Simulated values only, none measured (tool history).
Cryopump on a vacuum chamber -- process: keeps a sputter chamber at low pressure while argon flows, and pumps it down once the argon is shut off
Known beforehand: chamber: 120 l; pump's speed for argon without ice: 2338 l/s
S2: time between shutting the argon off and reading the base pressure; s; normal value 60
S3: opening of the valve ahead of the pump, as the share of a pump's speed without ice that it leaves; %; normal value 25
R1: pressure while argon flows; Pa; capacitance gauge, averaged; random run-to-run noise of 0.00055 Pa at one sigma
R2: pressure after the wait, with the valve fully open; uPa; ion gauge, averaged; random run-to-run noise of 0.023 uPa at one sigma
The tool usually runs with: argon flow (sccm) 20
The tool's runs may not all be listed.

run 1 day=0.000 | argon_flow_(sccm)=20 S2=60 S3=25 | R1=0.0597 R2=1.80
run 2 day=4.583 | argon_flow_(sccm)=20 S2=60 S3=25 | R1=0.0583 R2=1.90
run 3 day=6.825 | argon_flow_(sccm)=20 S2=60 S3=25 | R1=0.0597 R2=1.98
run 4 day=10.871 | argon_flow_(sccm)=20 S2=60 S3=25 | R1=0.0606 R2=2.20
run 5 day=15.183 | argon_flow_(sccm)=20 S2=60 S3=25 | R1=0.0611 R2=2.33
run 6 day=19.612 | argon_flow_(sccm)=20 S2=60 S3=25 | R1=0.0610 R2=2.47
run 7 day=22.812 | argon_flow_(sccm)=20 S2=60 S3=25 | R1=0.0610 R2=2.58
run 8 day=26.375 | argon_flow_(sccm)=20 S2=60 S3=25 | R1=0.0623 R2=2.85
run 9 day=28.862 | argon_flow_(sccm)=20 S2=60 S3=37 | R1=0.0434 R2=3.06
-- day=29.329 leaking fittings of the chamber tightened, without venting
run 10 day=32.854 | argon_flow_(sccm)=20 S2=60 S3=37 | R1=0.0432 R2=0.96
run 11 day=36.804 | argon_flow_(sccm)=20 S2=60 S3=24 | R1=0.0661 R2=1.07
run 12 day=40.400 | argon_flow_(sccm)=19 S2=62 S3=31 | R1=0.0495 R2=1.24
run 13 day=44.867 | argon_flow_(sccm)=14 S2=104 S3=28 | R1=0.0421 R2=1.17
run 14 day=47.742 | argon_flow_(sccm)=17 S2=30 S3=16 | R1=0.0828 R2=2.16
-- day=51.458 pump warmed up, emptied and cooled again
run 15 day=51.571 | argon_flow_(sccm)=27 S2=151 S3=25 | R1=0.0787 R2=1.04
run 16 day=55.192 | argon_flow_(sccm)=27 S2=151 S3=25 | R1=0.0787 R2=1.15

5 ways to go on from here, each from the tool as it stands after run 16. What would each give?
run A day=58.700 | argon_flow_(sccm)=21 S2=63 S3=32 | R1=? R2=?
run B day=58.700 | argon_flow_(sccm)=11 S2=151 S3=26 | R1=? R2=?
run C day=58.700 | argon_flow_(sccm)=20 S2=60 S3=47 | R1=? R2=?
run D day=58.700 | argon_flow_(sccm)=30 S2=39 S3=38 | R1=? R2=?
run E day=58.700 | argon_flow_(sccm)=39 S2=27 S3=34 | R1=? R2=?

run=A R1=0.0491 R2=1.55
run=B R1=0.0313 R2=1.29
run=C R1=0.0322 R2=1.53
run=D R1=0.0592 R2=1.94
run=E R1=0.0832 R2=2.35
Without the tool's unlogged condition, the same runs would have read:
run=A R1=0.0480 R2=0.67
run=B R1=0.0307 R2=0.41
run=C R1=0.0312 R2=0.67
run=D R1=0.0577 R2=1.06
run=E R1=0.0813 R2=1.46
